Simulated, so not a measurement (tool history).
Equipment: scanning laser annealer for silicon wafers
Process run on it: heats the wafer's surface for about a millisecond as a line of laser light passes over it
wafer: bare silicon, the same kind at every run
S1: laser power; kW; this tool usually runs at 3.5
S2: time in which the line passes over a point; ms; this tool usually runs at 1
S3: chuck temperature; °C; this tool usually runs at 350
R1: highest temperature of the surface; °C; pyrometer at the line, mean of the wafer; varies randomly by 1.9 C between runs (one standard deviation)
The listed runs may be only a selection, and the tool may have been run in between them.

run    hour     S1    S2   S3    R1
  1       0    3.5     1  350  1163
  2    90.8    3.5     1  377  1187
  3   164.4  3.842     1  350  1239
  4   247.1    3.5     1  339  1150
  5   331.7    3.5     1  350  1161
  6   400.4    3.5     1  350  1165
  7   460.5  3.144     1  350  1080
  8   554.8  3.144  0.83  350  1002
      613.4  -- window over the wafer cleaned
  9   637.1  3.144  0.83  350  1004
 10     718  3.144  0.83  350  1003
 11   760.5    3.5  1.17  355  1247
 12   840.6    3.5  0.92  350  1123
 13   899.7  3.214  0.96  350  1073
 14     976  3.214  0.96  350  1076
 15  1033.1    3.5     1  315  1128
 16  1088.1    3.5  1.14  350  1229
 17  1169.2  3.141  1.14  367  1151

Predict each of these 4 candidate next runs independently; none follows another, all start after run 17:
  A  1241.3   3.38  0.93  312   ?
  B  1241.3  3.141  0.74  367   ?
  C  1241.3  3.656  1.04  350   ?
  D  1241.3  3.141  1.23  358   ?

run    R1
  A  1063
  B   980
  C  1221
  D  1179
Stripped of hidden state, with their random variation kept, the same runs would have yielded:
run    R1
  A  1063
  B   980
  C  1222
  D  1179

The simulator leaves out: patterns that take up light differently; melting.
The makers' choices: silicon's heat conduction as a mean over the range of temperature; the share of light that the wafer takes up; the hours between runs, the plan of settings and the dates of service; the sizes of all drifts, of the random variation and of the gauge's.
